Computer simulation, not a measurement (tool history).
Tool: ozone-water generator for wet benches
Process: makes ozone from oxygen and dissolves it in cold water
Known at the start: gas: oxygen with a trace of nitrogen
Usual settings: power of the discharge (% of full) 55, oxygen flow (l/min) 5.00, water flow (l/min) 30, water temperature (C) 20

run    hour  power of the discharge (% of full)  oxygen flow (l/min)  water flow (l/min)  water temperature (C)  dissolved ozone (ppm)  ozone in the gas ahead of the water (g/m3)
  1     0.0                                  55                 5.00                  30                     20                   10.6                                       123.7
  2    72.9                                  55                 5.00                  30                     20                   10.7                                       123.6
  3   146.8                                  55                 5.00                  30                     19                   10.8                                       124.9
  4   184.5                                  55                 5.00                  30                     20                   10.7                                       123.7
  5   258.3                                  55                 5.00                  30                     20                   10.5                                       123.9
  6   314.9                                  55                 7.32                  30                     20                   10.6                                        94.5
  7   349.8                                  55                 7.32                  30                     20                   10.4                                        93.9
  8   391.0                                  55                 7.32                  30                     20                   10.3                                        93.5
  9   427.5                                  55                 2.78                  30                     20                   10.6                                       185.2
 10   491.2                                  55                 2.78                  30                     20                   10.7                                       186.8
 11   550.5                                  55                 5.00                  30                     20                   10.5                                       123.0
 12   619.8                                  55                 5.00                  30                     20                   10.7                                       123.5
 13   691.6                                  55                 5.00                  30                     20                   10.7                                       124.4
 14   730.3                                  55                 5.00                  30                     20                   10.5                                       123.6
 15   777.5                                  55                 5.00                  30                     20                   10.9                                       123.9
 16   843.9                                  55                 5.00                  30                     20                   10.6                                       125.1
 17   877.8                                  55                 3.06                  30                     20                   10.9                                       173.1
 18   923.1                                  55                 3.06                  30                     20                   10.4                                       174.4
 19   974.0                                  55                 5.00                  41                     20                    7.9                                       124.6
 20  1047.3                                  91                 4.25                  30                     23                   15.1                                       200.9
 21  1125.6                                  73                 3.40                  24                     23                   15.7                                       198.1
 22  1181.4                                  73                 3.40                  24                     23                   15.6                                       196.3
 23  1254.8                                  55                 5.54                  21                     15                   15.3                                       113.4
 24  1288.8                                  98                 5.54                  30                     15                   17.1                                       175.8
 25  1343.7                                  98                 6.28                  21                     18                   21.9                                       161.2
 26  1414.5                                  92                 4.35                  30                     16                   16.3                                       199.6
 27  1448.5                                  92                 4.35                  30                     16                   16.3                                       198.7
 28  1524.9                                  93                 4.35                  37                     27                   11.9                                       199.1
 29  1579.3                                  55                 7.77                  24                     20                   12.0                                        90.0
 30  1643.4                                  63                 8.00                  38                     14                    9.8                                        97.8
 31  1711.6                                  63                 8.00                  38                     14                    9.8                                        97.0
 32  1780.4                                  53                 5.00                  39                     26                    7.3                                       119.1

4 ways to go on from here, each from the tool as it stands after run 32. What would each give?
  A  1817.2                                  55                 3.65                  23                     20                      ?                                           ?
  B  1817.2                                  47                 5.00                  39                     26                      ?                                           ?
  C  1817.2                                  56                 5.00                  29                     20                      ?                                           ?
  D  1817.2                                  74                 5.41                  44                     26                      ?                                           ?

run  dissolved ozone (ppm)  ozone in the gas ahead of the water (g/m3)
  A                   13.6                                       151.7
  B                    6.8                                       110.1
  C                   10.7                                       124.2
  D                    8.3                                       146.3
Without the tool's hidden state the same runs would have given:
run  dissolved ozone (ppm)  ozone in the gas ahead of the water (g/m3)
  A                   14.3                                       153.7
  B                    7.2                                       111.3
  C                   11.4                                       125.8
  D                    8.9                                       148.7
